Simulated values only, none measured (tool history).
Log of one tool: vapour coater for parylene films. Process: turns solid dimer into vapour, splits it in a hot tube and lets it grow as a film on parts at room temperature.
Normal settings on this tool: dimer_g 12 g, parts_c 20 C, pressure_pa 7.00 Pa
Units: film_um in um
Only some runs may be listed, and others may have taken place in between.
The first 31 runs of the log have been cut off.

{"run": 32, "day": 18.546, "dimer_g": 12, "parts_c": 20, "pressure_pa": 6.34, "film_um": 7.92}
{"run": 33, "day": 19.104, "dimer_g": 13, "parts_c": 30, "pressure_pa": 7.93, "film_um": 5.34}
{"run": 34, "day": 19.954, "dimer_g": 6, "parts_c": 19, "pressure_pa": 3.7, "film_um": 4.32}
{"run": 35, "day": 20.333, "dimer_g": 6, "parts_c": 19, "pressure_pa": 3.7, "film_um": 4.34}
{"run": 36, "day": 21.167, "dimer_g": 12, "parts_c": 20, "pressure_pa": 11.82, "film_um": 7.68}
{"run": 37, "day": 22.05, "dimer_g": 18, "parts_c": 20, "pressure_pa": 4.44, "film_um": 11.96}
{"run": 38, "day": 22.867, "dimer_g": 18, "parts_c": 20, "pressure_pa": 4.44, "film_um": 12.01}
{"run": 39, "day": 23.579, "dimer_g": 14, "parts_c": 12, "pressure_pa": 3.35, "film_um": 13.93}
{"run": 40, "day": 24.333, "dimer_g": 14, "parts_c": 12, "pressure_pa": 3.35, "film_um": 13.98}
{"run": 41, "day": 25.138, "dimer_g": 13, "parts_c": 20, "pressure_pa": 5.38, "film_um": 8.51}
{"run": 42, "day": 25.888, "dimer_g": 13, "parts_c": 25, "pressure_pa": 3.18, "film_um": 6.91}
{"run": 43, "day": 26.733, "dimer_g": 11, "parts_c": 20, "pressure_pa": 7.0, "film_um": 7.06}
{"run": 44, "day": 27.617, "dimer_g": 8, "parts_c": 26, "pressure_pa": 11.51, "film_um": 3.82}

What does the tool deliver on the next run?
{"run": 45, "day": 28.483, "dimer_g": 8, "parts_c": 26, "pressure_pa": 11.51, "film_um": "?"}

film_um: 3.77 um
With no hidden state in the tool, this same run would have given film_um 3.99 um.
